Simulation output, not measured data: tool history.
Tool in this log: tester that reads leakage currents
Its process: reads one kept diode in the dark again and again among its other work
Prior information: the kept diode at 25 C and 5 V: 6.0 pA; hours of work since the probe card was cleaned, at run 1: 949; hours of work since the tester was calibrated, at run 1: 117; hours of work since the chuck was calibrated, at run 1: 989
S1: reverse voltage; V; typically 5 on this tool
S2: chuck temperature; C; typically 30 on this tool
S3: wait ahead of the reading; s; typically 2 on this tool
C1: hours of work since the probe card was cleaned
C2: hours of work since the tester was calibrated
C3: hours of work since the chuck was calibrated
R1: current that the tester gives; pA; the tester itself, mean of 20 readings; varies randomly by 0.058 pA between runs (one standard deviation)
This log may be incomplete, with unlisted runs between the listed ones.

run	day	S1	S2	S3	C1	C2	C3	R1
1	0	5	30	2	949	117	989	14.32
2	1.496	4.94	30	2	971	139	1011	14.21
3	2.575	4.94	30	2	987	155	1027	14.41
4	3.838	5	46	2	1005	173	1046	45.25
5	4.675	5	47	2	1018	185	1058	48.68
6	5.546	5	47	2	1031	198	1071	49.11
7	7	5	47	2	1052	220	1092	49.33
8	8.317	5	47	2	1071	239	1111	49.27
9	9.512	5	30	2	1089	256	1129	15.04
10	10.438	5	23	2	1102	270	1142	10.1
11	11.671	5	23	2	1120	288	1160	10.18
12	12.983	5	30	2	1140	307	1180	15.21
13	14.367	5	30	2	1160	328	1200	15.29
14	15.175	5	30	2	1172	340	1212	15.35
15	16.488	5	30	2	1191	359	1231	15.53
16	17.854	5	30	2	1211	379	1251	15.56
17	18.992	5	30	2	1228	396	1268	15.54
18	20.421	5	30	2	1249	417	1289	15.74
19	21.104	5	30	2	1259	427	1299	15.73
20	22.425	5	30	2	1278	446	1318	15.83
21	23.279	5	23	0.52	1291	459	1331	11.86
# day 23.446: chuck's temperature calibrated
22	24.804	5	58	2	1312	480	20	117.64
23	26.358	1.59	36	2.32	1335	502	43	14.13
# day 27.358: chuck's temperature calibrated, once more
24	27.629	3.37	30	0.6	1352	520	4	12.9
25	28.679	15.43	49	2	1368	535	19	91.85
26	30.079	4.24	60	3.11	1388	556	40	115.89
27	31.625	1.64	24	1.23	1411	579	63	5.68
28	32.808	1.64	24	1.23	1428	596	80	5.63
29	34.117	4.31	59	7.11	1447	615	99	108.42
30	35.508	8.37	31	8.61	1468	636	120	22.54
31	36.808	14.94	30	2	1487	655	139	32.79
32	38.35	14.94	30	5.39	1510	677	161	32.3
33	39.65	5.35	30	2	1529	696	180	16.81
34	40.412	5	35	2	1540	708	192	21.57
35	41.217	2.37	30	4.12	1552	719	203	10.52
36	42.383	1.24	23	0.95	1569	736	220	4.88
37	43.546	10.71	43	0.68	1586	753	238	55.98
38	44.229	2.39	43	0.68	1596	764	248	27.07
39	45.438	12.14	49	0.41	1614	781	265	89.4

A few steps of R1 between consecutive runs. Split each: what settings, incoming material and random variation would produce without the hidden state, and what is left over for the hidden state, along with gauge scatter present in only one of the two compared results (measured, and without hidden state):
Hidden state present: stray current of the dirty probe card, pA a volt; current scale over the true one, %; true chuck temperature over the reading, C; drift of the gauge itself on leakage_pa, %.
Run 21 -> 22: S2 23 -> 58, S3 0.52 -> 2, chuck's temperature calibrated. R1 +105.78 pA: hidden state +11.88, all else +93.9.
Run 22 -> 23: S1 5 -> 1.59, S2 58 -> 36, S3 2 -> 2.32. R1 -103.51 pA: hidden state -14.11, all else -89.4.
Run 24 -> 25: S1 3.37 -> 15.43, S2 30 -> 49, S3 0.6 -> 2. R1 +78.95 pA: hidden state +13.53, all else +65.42.
Run 26 -> 27: S1 4.24 -> 1.64, S2 60 -> 24, S3 3.11 -> 1.23. R1 -110.21 pA: hidden state -4.46, all else -105.75.
Run 38 -> 39: S1 2.39 -> 12.14, S2 43 -> 49, S3 0.68 -> 0.41. R1 +62.33 pA: hidden state +13.38, all else +48.95.

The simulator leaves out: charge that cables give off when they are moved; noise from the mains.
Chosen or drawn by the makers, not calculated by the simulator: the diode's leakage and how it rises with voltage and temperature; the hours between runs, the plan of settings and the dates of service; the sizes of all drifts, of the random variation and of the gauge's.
